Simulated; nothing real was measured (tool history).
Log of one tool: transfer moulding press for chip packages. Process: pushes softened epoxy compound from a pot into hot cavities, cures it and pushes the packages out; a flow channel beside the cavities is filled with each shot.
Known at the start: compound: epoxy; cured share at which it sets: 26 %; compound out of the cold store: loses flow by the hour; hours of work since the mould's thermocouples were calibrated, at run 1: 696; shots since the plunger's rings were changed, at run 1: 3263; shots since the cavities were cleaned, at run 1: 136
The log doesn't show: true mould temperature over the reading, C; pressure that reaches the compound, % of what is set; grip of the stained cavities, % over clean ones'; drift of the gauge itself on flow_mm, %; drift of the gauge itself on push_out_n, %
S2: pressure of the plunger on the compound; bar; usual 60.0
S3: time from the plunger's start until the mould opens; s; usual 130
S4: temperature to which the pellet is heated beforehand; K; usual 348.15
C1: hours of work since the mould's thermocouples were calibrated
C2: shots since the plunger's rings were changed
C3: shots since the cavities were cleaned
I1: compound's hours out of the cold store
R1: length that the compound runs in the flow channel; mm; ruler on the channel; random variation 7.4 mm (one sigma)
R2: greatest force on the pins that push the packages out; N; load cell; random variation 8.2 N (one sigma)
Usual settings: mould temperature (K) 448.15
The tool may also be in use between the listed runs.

run 1 day=0.000 | mould_temperature_(K)=448.15 S2=60.0 S3=130 S4=348.15 | C1=696 C2=3263 C3=136 | I1=11.4 | R1=832 R2=414
run 2 day=2.596 | mould_temperature_(K)=448.15 S2=60.0 S3=167 S4=348.15 | C1=722 C2=3626 C3=499 | I1=12.6 | R1=821 R2=443
run 3 day=4.329 | mould_temperature_(K)=448.15 S2=60.0 S3=167 S4=348.15 | C1=739 C2=3867 C3=740 | I1=45.7 | R1=750 R2=449
run 4 day=6.279 | mould_temperature_(K)=448.15 S2=60.0 S3=167 S4=348.15 | C1=759 C2=4139 C3=1012 | I1=25.1 | R1=799 R2=495
-- day=6.650 cavities cleaned with cleaning compound and waxed
run 5 day=8.379 | mould_temperature_(K)=448.15 S2=60.0 S3=127 S4=348.15 | C1=780 C2=4423 C3=241 | I1=33.3 | R1=773 R2=483
run 6 day=10.688 | mould_temperature_(K)=448.15 S2=60.0 S3=127 S4=348.15 | C1=803 C2=4745 C3=563 | I1=33.3 | R1=772 R2=572
run 7 day=12.700 | mould_temperature_(K)=448.15 S2=60.0 S3=127 S4=348.15 | C1=823 C2=5026 C3=844 | I1=29.9 | R1=771 R2=603
-- day=14.304 cavities cleaned with cleaning compound and waxed
run 8 day=15.988 | mould_temperature_(K)=448.15 S2=60.0 S3=127 S4=348.15 | C1=855 C2=5475 C3=234 | I1=18.7 | R1=789 R2=476
-- day=16.567 mould's thermocouples calibrated
run 9 day=18.958 | mould_temperature_(K)=448.15 S2=60.0 S3=127 S4=348.15 | C1=24 C2=5878 C3=637 | I1=33.5 | R1=760 R2=562
-- day=19.946 plunger's sealing rings changed
run 10 day=20.529 | mould_temperature_(K)=448.15 S2=60.0 S3=130 S4=348.15 | C1=39 C2=81 C3=842 | I1=38.4 | R1=813 R2=570
-- day=22.038 cavities cleaned with cleaning compound and waxed
run 11 day=23.742 | mould_temperature_(K)=448.15 S2=60.0 S3=130 S4=348.15 | C1=71 C2=520 C3=237 | I1=13.7 | R1=863 R2=442
run 12 day=26.062 | mould_temperature_(K)=453.15 S2=60.0 S3=130 S4=348.15 | C1=94 C2=844 C3=561 | I1=40.4 | R1=781 R2=443
run 13 day=29.425 | mould_temperature_(K)=453.15 S2=60.0 S3=130 S4=348.15 | C1=128 C2=1313 C3=1030 | I1=40.7 | R1=785 R2=503
-- day=29.667 cavities cleaned with cleaning compound and waxed
run 14 day=32.754 | mould_temperature_(K)=448.15 S2=60.0 S3=130 S4=348.15 | C1=161 C2=1768 C3=430 | I1=32.9 | R1=809 R2=508
run 15 day=34.883 | mould_temperature_(K)=448.15 S2=68.0 S3=130 S4=338.15 | C1=182 C2=2065 C3=727 | I1=30.8 | R1=871 R2=544
-- day=37.425 cavities cleaned with cleaning compound and waxed
run 16 day=37.425 | mould_temperature_(K)=444.15 S2=55.6 S3=119 S4=349.15 | C1=207 C2=2411 C3=0 | I1=27.0 | R1=797 R2=547
run 17 day=39.546 | mould_temperature_(K)=455.15 S2=54.6 S3=111 S4=355.15 | C1=228 C2=2707 C3=296 | I1=37.1 | R1=737 R2=433
run 18 day=42.612 | mould_temperature_(K)=445.15 S2=59.1 S3=130 S4=348.15 | C1=259 C2=3135 C3=724 | I1=28.7 | R1=796 R2=662
-- day=45.058 cavities cleaned with cleaning compound and waxed
run 19 day=45.900 | mould_temperature_(K)=445.15 S2=59.1 S3=130 S4=348.15 | C1=292 C2=3584 C3=117 | I1=8.7 | R1=852 R2=475
run 20 day=48.338 | mould_temperature_(K)=445.15 S2=59.1 S3=130 S4=348.15 | C1=316 C2=3924 C3=457 | I1=8.7 | R1=830 R2=593
run 21 day=49.867 | mould_temperature_(K)=445.15 S2=59.1 S3=169 S4=344.15 | C1=331 C2=4137 C3=670 | I1=21.9 | R1=793 R2=475
run 22 day=51.479 | mould_temperature_(K)=449.15 S2=46.0 S3=154 S4=346.15 | C1=348 C2=4362 C3=895 | I1=10.5 | R1=729 R2=502
-- day=52.675 cavities cleaned with cleaning compound and waxed
run 23 day=53.921 | mould_temperature_(K)=449.15 S2=46.0 S3=154 S4=346.15 | C1=372 C2=4694 C3=174 | I1=34.3 | R1=671 R2=366
run 24 day=57.104 | mould_temperature_(K)=441.15 S2=60.0 S3=133 S4=348.15 | C1=404 C2=5138 C3=618 | I1=30.2 | R1=777 R2=838
run 25 day=58.592 | mould_temperature_(K)=448.15 S2=56.7 S3=130 S4=348.15 | C1=419 C2=5345 C3=825 | I1=40.8 | R1=718 R2=593
-- day=60.225 cavities cleaned with cleaning compound and waxed
run 26 day=61.475 | mould_temperature_(K)=448.15 S2=50.4 S3=116 S4=353.15 | C1=447 C2=5739 C3=175 | I1=11.1 | R1=732 R2=561
-- day=63.525 plunger's sealing rings changed
run 27 day=64.412 | mould_temperature_(K)=453.15 S2=63.8 S3=167 S4=355.15 | C1=476 C2=124 C3=570 | I1=8.1 | R1=914 R2=444
run 28 day=66.633 | mould_temperature_(K)=445.15 S2=60.0 S3=130 S4=345.15 | C1=498 C2=433 C3=879 | I1=28.1 | R1=860 R2=706

Forecast each of these 4 alternatives for the next run:
-- day=68.000 cavities cleaned with cleaning compound and waxed
run A day=68.662 | mould_temperature_(K)=448.15 S2=61.2 S3=157 S4=356.15 | C1=518 C2=708 C3=92 | I1=40.6 | R1=? R2=?
-- day=68.000 cavities cleaned with cleaning compound and waxed
run B day=68.662 | mould_temperature_(K)=448.15 S2=60.0 S3=130 S4=343.15 | C1=518 C2=708 C3=92 | I1=34.4 | R1=? R2=?
-- day=68.000 cavities cleaned with cleaning compound and waxed
run C day=68.662 | mould_temperature_(K)=445.15 S2=60.0 S3=143 S4=345.15 | C1=518 C2=708 C3=92 | I1=44.5 | R1=? R2=?
-- day=68.000 cavities cleaned with cleaning compound and waxed
run D day=68.662 | mould_temperature_(K)=448.15 S2=60.0 S3=130 S4=339.15 | C1=518 C2=708 C3=92 | I1=8.7 | R1=? R2=?

run=A R1=818 R2=353
run=B R1=807 R2=408
run=C R1=798 R2=394
run=D R1=882 R2=414
Without the tool's hidden state the same runs would have given:
run=A R1=825 R2=313
run=B R1=814 R2=357
run=C R1=804 R2=343
run=D R1=889 R2=361

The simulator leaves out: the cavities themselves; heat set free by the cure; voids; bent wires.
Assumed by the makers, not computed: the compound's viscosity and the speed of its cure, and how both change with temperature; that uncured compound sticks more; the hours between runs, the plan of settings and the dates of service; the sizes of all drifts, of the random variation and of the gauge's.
